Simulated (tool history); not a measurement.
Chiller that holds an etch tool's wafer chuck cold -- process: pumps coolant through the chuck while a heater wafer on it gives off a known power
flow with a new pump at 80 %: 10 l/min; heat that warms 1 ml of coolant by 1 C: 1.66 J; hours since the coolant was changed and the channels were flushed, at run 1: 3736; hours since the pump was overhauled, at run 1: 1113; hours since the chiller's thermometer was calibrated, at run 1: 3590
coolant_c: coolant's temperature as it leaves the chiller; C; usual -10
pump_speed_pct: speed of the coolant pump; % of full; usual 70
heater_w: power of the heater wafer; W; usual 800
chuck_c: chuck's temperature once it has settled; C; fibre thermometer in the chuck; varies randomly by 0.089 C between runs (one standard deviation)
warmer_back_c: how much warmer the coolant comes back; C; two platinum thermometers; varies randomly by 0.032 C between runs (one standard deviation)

| run | day | coolant_c | pump_speed_pct | heater_w | hours since the coolant was changed and the channels were flushed | hours since the pump was overhauled | hours since the chiller's thermometer was calibrated | chuck_c | warmer_back_c |
|---|---|---|---|---|---|---|---|---|---|
| 1 | 0 | -10 | 70 | 800 | 3736 | 1113 | 3590 | -3.93 | 3.29 |
| 2 | 2.488 | -10 | 70 | 800 | 3795 | 1173 | 3649 | -4.02 | 3.27 |
| 3 | 5.771 | -10 | 70 | 800 | 3874 | 1252 | 3728 | -3.8 | 3.31 |
| 4 | 8.85 | -10 | 70 | 447 | 3948 | 1325 | 3802 | -6.59 | 1.84 |
| 5 | 12.662 | -10 | 70 | 447 | 4039 | 1417 | 3893 | -6.51 | 1.95 |
| 6 | 14.883 | -10 | 70 | 447 | 4093 | 1470 | 3947 | -6.61 | 1.88 |
| 7 | 18.75 | -10 | 70 | 467 | 4185 | 1563 | 4040 | -6.25 | 1.9 |
| 8 | 22.121 | -10 | 72 | 800 | 4266 | 1644 | 4120 | -3.92 | 3.22 |
| 9 | 24.404 | -10 | 72 | 800 | 4321 | 1699 | 4175 | -3.92 | 3.15 |
| 10 | 28.833 | -10 | 70 | 707 | 4428 | 1805 | 4282 | -4.57 | 2.94 |
| 11 | 32.333 | -10 | 70 | 707 | 4512 | 1889 | 4366 | -4.44 | 2.93 |
| 12 | 34.688 | -10 | 70 | 707 | 4568 | 1946 | 4422 | -4.64 | 2.96 |
| 13 | 37.217 | -10 | 70 | 707 | 4629 | 2006 | 4483 | -4.57 | 2.92 |
| 14 | 39.05 | -10 | 70 | 707 | 4673 | 2050 | 4527 | -4.66 | 2.92 |
| 15 | 41.262 | -10 | 70 | 707 | 4726 | 2103 | 4580 | -4.72 | 2.94 |
| 16 | 45.754 | -10 | 70 | 800 | 4834 | 2211 | 4688 | -3.76 | 3.33 |

The next listed run, before its measurement:
| 17 | 50.042 | -10 | 70 | 800 | 4937 | 2314 | 4791 | ? | ? |

{"run 17": {"chuck_c": -3.89, "warmer_back_c": 3.28}}
With the hidden condition absent and the run-to-run variation left alone, this run would have shown chuck_c -3.92 C, warmer_back_c 3.28 C.
